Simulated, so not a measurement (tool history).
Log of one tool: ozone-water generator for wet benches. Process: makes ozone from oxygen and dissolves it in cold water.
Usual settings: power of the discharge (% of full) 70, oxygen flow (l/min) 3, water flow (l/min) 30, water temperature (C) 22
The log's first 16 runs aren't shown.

run	hour	power of the discharge (% of full)	oxygen flow (l/min)	water flow (l/min)	water temperature (C)	dissolved ozone (ppm)	ozone in the gas ahead of the water (g/m3)
17	600.8	66	2.36	26	23	7.6	176.1
18	649.5	70	3	40	22	5.1	168.9
19	698.2	70	3	40	22	5.4	169.4
20	737.4	92	3	44	23	5.6	214.3
21	759	96	3.84	34	22	8.8	200
22	805.7	70	2.94	30	25	7.1	173.7
23	842.9	55	3.3	30	21	6.2	132.2
24	885.9	70	2.55	30	20	7.1	180.1
25	914	51	2.55	22	20	7.8	137.6
26	945.5	45	2.55	22	20	7	122.5
27	991.4	70	2.45	39	24	4.8	182.6
28	1032.2	50	2.2	23	22	6.7	142.9
29	1062.2	98	2.18	41	21	5.9	260
30	1091.5	98	2.18	41	20	5.9	256.6
31	1119.3	54	5.03	19	22	10.3	109
32	1170	48	2.28	29	14	5.2	137.8

5 ways to go on from here, each from the tool as it stands after run 32. What would each give?
A	1195.8	70	3	30	22	?	?
B	1195.8	72	3	25	15	?	?
C	1195.8	92	2.28	29	20	?	?
D	1195.8	48	2.28	30	14	?	?
E	1195.8	50	5.4	37	22	?	?

run	dissolved ozone (ppm)	ozone in the gas ahead of the water (g/m3)
A	7.3	168.9
B	9.6	170.1
C	9	238.7
D	5	136.3
E	5.1	97.6
Without the tool's hidden state the same runs would have given:
run	dissolved ozone (ppm)	ozone in the gas ahead of the water (g/m3)
A	7.9	178.1
B	10.4	179.7
C	9.8	255
D	5.3	141.1
E	5.4	101.3
